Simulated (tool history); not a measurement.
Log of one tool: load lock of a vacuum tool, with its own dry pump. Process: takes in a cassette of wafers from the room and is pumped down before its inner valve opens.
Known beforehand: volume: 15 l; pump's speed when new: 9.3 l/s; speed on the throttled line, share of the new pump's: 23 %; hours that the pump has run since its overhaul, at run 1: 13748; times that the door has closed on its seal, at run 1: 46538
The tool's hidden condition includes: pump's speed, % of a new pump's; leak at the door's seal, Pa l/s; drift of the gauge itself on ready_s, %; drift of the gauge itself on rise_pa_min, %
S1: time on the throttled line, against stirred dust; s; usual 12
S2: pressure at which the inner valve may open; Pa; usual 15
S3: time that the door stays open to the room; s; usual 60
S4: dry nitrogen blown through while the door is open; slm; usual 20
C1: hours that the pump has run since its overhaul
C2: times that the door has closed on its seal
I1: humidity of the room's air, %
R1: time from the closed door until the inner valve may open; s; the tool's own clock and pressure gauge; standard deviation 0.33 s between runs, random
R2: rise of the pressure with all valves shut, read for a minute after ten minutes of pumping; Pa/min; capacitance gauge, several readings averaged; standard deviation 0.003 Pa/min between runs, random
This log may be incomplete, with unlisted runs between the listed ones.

{"run": 1, "hour": 0.0, "S1": 12, "S2": 15, "S3": 60, "S4": 20, "C1": 13748, "C2": 46538, "I1": 41.4, "R1": 25.1, "R2": 0.422}
{"run": 2, "hour": 156.9, "S1": 12, "S2": 15, "S3": 60, "S4": 20, "C1": 13905, "C2": 47243, "I1": 45.6, "R1": 24.9, "R2": 0.438}
{"run": 3, "hour": 350.4, "S1": 12, "S2": 15, "S3": 60, "S4": 20, "C1": 14099, "C2": 48112, "I1": 46.3, "R1": 25.4, "R2": 0.452}
{"run": 4, "hour": 578.1, "S1": 12, "S2": 15, "S3": 60, "S4": 20, "C1": 14327, "C2": 49136, "I1": 44.9, "R1": 25.0, "R2": 0.462}
{"run": 5, "hour": 827.3, "S1": 12, "S2": 15, "S3": 60, "S4": 20, "C1": 14576, "C2": 50255, "I1": 46.6, "R1": 25.4, "R2": 0.491}
{"run": 6, "hour": 1036.1, "S1": 12, "S2": 15, "S3": 60, "S4": 20, "C1": 14784, "C2": 51193, "I1": 43.5, "R1": 25.3, "R2": 0.491}
{"run": 7, "hour": 1158.4, "S1": 12, "S2": 15, "S3": 60, "S4": 20, "C1": 14907, "C2": 51742, "I1": 44.9, "R1": 26.0, "R2": 0.496}
{"run": 8, "hour": 1413.0, "S1": 12, "S2": 15, "S3": 99, "S4": 20, "C1": 15161, "C2": 52886, "I1": 48.8, "R1": 25.2, "R2": 0.526}
{"run": 9, "hour": 1626.3, "S1": 12, "S2": 11, "S3": 99, "S4": 20, "C1": 15375, "C2": 53844, "I1": 45.8, "R1": 26.0, "R2": 0.546}
{"run": 10, "hour": 1798.0, "S1": 12, "S2": 11, "S3": 99, "S4": 20, "C1": 15546, "C2": 54615, "I1": 46.2, "R1": 26.4, "R2": 0.556}
{"run": 11, "hour": 2040.5, "S1": 12, "S2": 15, "S3": 26, "S4": 20, "C1": 15789, "C2": 55705, "I1": 47.2, "R1": 25.6, "R2": 0.53}
{"run": 12, "hour": 2175.9, "S1": 12, "S2": 15, "S3": 26, "S4": 20, "C1": 15924, "C2": 56313, "I1": 42.9, "R1": 25.6, "R2": 0.54}
{"run": 13, "hour": 2450.2, "S1": 12, "S2": 15, "S3": 26, "S4": 20, "C1": 16199, "C2": 57545, "I1": 43.8, "R1": 26.1, "R2": 0.541}
{"run": 14, "hour": 2565.6, "S1": 12, "S2": 15, "S3": 26, "S4": 20, "C1": 16314, "C2": 58064, "I1": 45.3, "R1": 25.7, "R2": 0.566}
{"run": 15, "hour": 2796.6, "S1": 12, "S2": 15, "S3": 60, "S4": 20, "C1": 16545, "C2": 59101, "I1": 42.7, "R1": 25.3, "R2": 0.596}
{"run": 16, "hour": 3025.3, "S1": 12, "S2": 15, "S3": 60, "S4": 20, "C1": 16774, "C2": 60129, "I1": 46.4, "R1": 25.5, "R2": 0.607}
{"run": 17, "hour": 3244.3, "S1": 12, "S2": 15, "S3": 61, "S4": 20, "C1": 16993, "C2": 61113, "I1": 42.6, "R1": 25.2, "R2": 0.611}
{"run": 18, "hour": 3414.4, "S1": 12, "S2": 15, "S3": 61, "S4": 11, "C1": 17163, "C2": 61877, "I1": 43.3, "R1": 25.8, "R2": 0.628}
{"run": 19, "hour": 3598.3, "S1": 18, "S2": 28, "S3": 90, "S4": 10, "C1": 17347, "C2": 62703, "I1": 44.8, "R1": 28.5, "R2": 0.68}
{"run": 20, "hour": 3794.0, "S1": 19, "S2": 20, "S3": 41, "S4": 13, "C1": 17542, "C2": 63582, "I1": 43.5, "R1": 30.4, "R2": 0.657}
{"run": 21, "hour": 4077.4, "S1": 19, "S2": 20, "S3": 41, "S4": 13, "C1": 17826, "C2": 64855, "I1": 45.5, "R1": 30.7, "R2": 0.673}
{"hour": 4100.9, "done": "door's seal changed, seat wiped"}
{"run": 22, "hour": 4324.6, "S1": 9, "S2": 26, "S3": 72, "S4": 20, "C1": 18072, "C2": 1005, "I1": 47.5, "R1": 22.4, "R2": 0.059}
{"run": 23, "hour": 4602.9, "S1": 12, "S2": 26, "S3": 52, "S4": 20, "C1": 18350, "C2": 2255, "I1": 47.0, "R1": 24.4, "R2": 0.056}
{"run": 24, "hour": 4728.7, "S1": 12, "S2": 15, "S3": 52, "S4": 4, "C1": 18476, "C2": 2820, "I1": 45.9, "R1": 25.6, "R2": 0.086}
{"run": 25, "hour": 4907.4, "S1": 12, "S2": 15, "S3": 52, "S4": 4, "C1": 18654, "C2": 3623, "I1": 46.1, "R1": 25.8, "R2": 0.085}
{"run": 26, "hour": 5107.3, "S1": 12, "S2": 15, "S3": 52, "S4": 4, "C1": 18854, "C2": 4521, "I1": 42.8, "R1": 26.2, "R2": 0.089}
{"run": 27, "hour": 5301.5, "S1": 17, "S2": 19, "S3": 52, "S4": 11, "C1": 19048, "C2": 5393, "I1": 45.4, "R1": 29.2, "R2": 0.081}
{"run": 28, "hour": 5533.4, "S1": 7, "S2": 21, "S3": 60, "S4": 20, "C1": 19280, "C2": 6435, "I1": 43.4, "R1": 21.6, "R2": 0.071}
{"run": 29, "hour": 5690.1, "S1": 12, "S2": 21, "S3": 60, "S4": 36, "C1": 19437, "C2": 7139, "I1": 44.5, "R1": 24.9, "R2": 0.061}
{"run": 30, "hour": 5820.3, "S1": 16, "S2": 17, "S3": 60, "S4": 20, "C1": 19567, "C2": 7724, "I1": 44.4, "R1": 28.6, "R2": 0.08}
{"run": 31, "hour": 6034.8, "S1": 20, "S2": 15, "S3": 112, "S4": 8, "C1": 19782, "C2": 8687, "I1": 45.5, "R1": 32.1, "R2": 0.147}
{"hour": 6149.1, "done": "dry pump taken out, an overhauled one fitted"}
{"run": 32, "hour": 6157.7, "S1": 8, "S2": 19, "S3": 60, "S4": 6, "C1": 9, "C2": 9213, "I1": 43.9, "R1": 20.7, "R2": 0.108}
{"run": 33, "hour": 6437.0, "S1": 15, "S2": 16, "S3": 142, "S4": 20, "C1": 288, "C2": 10467, "I1": 47.6, "R1": 25.6, "R2": 0.137}
{"run": 34, "hour": 6663.9, "S1": 6, "S2": 15, "S3": 45, "S4": 13, "C1": 515, "C2": 11487, "I1": 43.7, "R1": 19.3, "R2": 0.089}
{"run": 35, "hour": 6900.3, "S1": 10, "S2": 15, "S3": 72, "S4": 16, "C1": 751, "C2": 12548, "I1": 43.1, "R1": 21.8, "R2": 0.108}
{"run": 36, "hour": 7149.8, "S1": 10, "S2": 15, "S3": 72, "S4": 16, "C1": 1001, "C2": 13669, "I1": 44.5, "R1": 21.8, "R2": 0.122}

Predict each of these 3 candidate next runs independently; none follows another, all start after run 36:
{"run": "A", "hour": 7320.9, "S1": 6, "S2": 26, "S3": 60, "S4": 5, "C1": 1172, "C2": 14438, "I1": 43.1, "R1": "?", "R2": "?"}
{"run": "B", "hour": 7320.9, "S1": 7, "S2": 27, "S3": 94, "S4": 20, "C1": 1172, "C2": 14438, "I1": 46.5, "R1": "?", "R2": "?"}
{"run": "C", "hour": 7320.9, "S1": 12, "S2": 15, "S3": 60, "S4": 36, "C1": 1172, "C2": 14438, "I1": 43.2, "R1": "?", "R2": "?"}

run=A R1=18.3 R2=0.137
run=B R1=19.0 R2=0.134
run=C R1=23.8 R2=0.099
With the hidden condition removed and each run's random variation left untouched, the same runs would have given:
run=A R1=18.2 R2=0.075
run=B R1=18.9 R2=0.071
run=C R1=23.8 R2=0.039

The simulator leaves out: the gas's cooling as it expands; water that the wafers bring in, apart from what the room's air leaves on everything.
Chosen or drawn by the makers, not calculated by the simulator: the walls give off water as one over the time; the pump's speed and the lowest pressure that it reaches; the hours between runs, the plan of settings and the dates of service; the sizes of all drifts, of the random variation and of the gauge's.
